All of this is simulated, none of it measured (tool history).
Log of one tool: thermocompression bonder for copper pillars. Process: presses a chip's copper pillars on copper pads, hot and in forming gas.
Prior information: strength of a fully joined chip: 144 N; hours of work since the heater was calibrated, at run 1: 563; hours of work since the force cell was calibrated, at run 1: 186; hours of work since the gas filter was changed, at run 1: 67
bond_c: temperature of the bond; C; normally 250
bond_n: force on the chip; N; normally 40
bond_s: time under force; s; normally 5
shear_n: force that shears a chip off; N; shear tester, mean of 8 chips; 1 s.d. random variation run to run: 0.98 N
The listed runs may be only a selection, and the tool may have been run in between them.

run     day  bond_c  bond_n  bond_s  hours of work since the heater was calibrated  hours of work since the force cell was calibrated  hours of work since the gas filter was changed  shear_n
  1   0.000     250      40       5                                            563                                                186                                              67     75.0
  2   0.379     250      40       5                                            567                                                189                                              71     75.3
  3   0.596     271      40       5                                            569                                                192                                              73     95.7
  4   0.954     271      40       5                                            572                                                195                                              77     96.3
  5   1.442     271      40       5                                            577                                                200                                              81     96.1
  6   1.912     271      27       5                                            582                                                204                                              86     76.8
  7   2.383     250      40       5                                            586                                                209                                              91     72.1
  8   2.879     250      32       5                                            591                                                214                                              95     63.0
  9   3.246     250      32       5                                            595                                                218                                              99     62.8
 10   3.450     250      40       5                                            597                                                220                                             101     70.5
 11   3.833     250      40      10                                            601                                                223                                             105     89.6
 12   4.167     250      40      10                                            604                                                227                                             108     87.0
 13   4.425     250      40      10                                            607                                                229                                             111     87.0
 14   4.929     250      40      10                                            611                                                234                                             116     87.6
      5.046  -- forming gas filter changed
 15   5.200     250      40       5                                            614                                                237                                               1     80.7
 16   5.533     250      40       5                                            617                                                240                                               5     76.5
 17   5.788     250      40       5                                            620                                                242                                               7     78.5
 18   6.025     250      40       5                                            622                                                245                                              10     77.9
 19   6.296     250      40       5                                            625                                                247                                              12     78.1
 20   6.729     250      40       5                                            629                                                252                                              17     77.1
 21   7.133     264      37       8                                            633                                                256                                              21    100.8
 22   7.396     264      26      11                                            636                                                258                                              23     93.2
 23   7.600     237      31       9                                            638                                                260                                              25     65.0
 24   7.842     237      31       9                                            640                                                263                                              27     66.2
      7.925  -- force cell calibrated
 25   8.321     275      32       7                                            644                                                  4                                              32     99.8
 26   8.688     275      36       7                                            648                                                  7                                              35    106.8
 27   8.954     275      36       7                                            650                                                 10                                              38    105.5
 28   9.417     226      31       3                                            655                                                 15                                              42     33.7
 29   9.633     250      31       5                                            657                                                 17                                              44     64.5
 30  10.058     235      52      14                                            661                                                 21                                              49     97.5
     10.333  -- force cell calibrated, once more
 31  10.521     244      47       5                                            665                                                  2                                              53     76.2
 32  10.871     242      28       9                                            668                                                  5                                              56     64.7
 33  11.229     242      28       9                                            672                                                  9                                              60     65.0
 34  11.554     250      25       7                                            675                                                 12                                              63     61.8
 35  11.892     250      25       7                                            678                                                 15                                              66     60.7
 36  12.317     253      43       3                                            683                                                 19                                              70     69.5
 37  12.758     254      33       4                                            687                                                 24                                              75     64.0
 38  13.071     234      54       4                                            690                                                 27                                              78     64.1
 39  13.433     257      40       6                                            694                                                 30                                              81     86.7

Hidden state at the last listed run before each entry between runs and at the first one after, where it differs:
Between runs 14 and 15: forming gas filter changed (day 5.046)
  oxide that the forming gas leaves, % of the face: 10.15 -> 0.7
  measured result minus the result with no hidden state, shear_n: -14.7 -> -5.7 N
Between runs 24 and 25: force cell calibrated (day 7.925)
  force that reaches the chip, % of what is set: 99.5 -> 99.3; oxide that the forming gas leaves, % of the face: 2.79 -> 3.11
  measured result minus the result with no hidden state, shear_n: -7.2 -> -7.7 N
Between runs 30 and 31: force cell calibrated, once more (day 10.333)
  force that reaches the chip, % of what is set: 99.2 -> 99.7; oxide that the forming gas leaves, % of the face: 4.45 -> 4.77
  measured result minus the result with no hidden state, shear_n: -10.2 -> -9.4 N

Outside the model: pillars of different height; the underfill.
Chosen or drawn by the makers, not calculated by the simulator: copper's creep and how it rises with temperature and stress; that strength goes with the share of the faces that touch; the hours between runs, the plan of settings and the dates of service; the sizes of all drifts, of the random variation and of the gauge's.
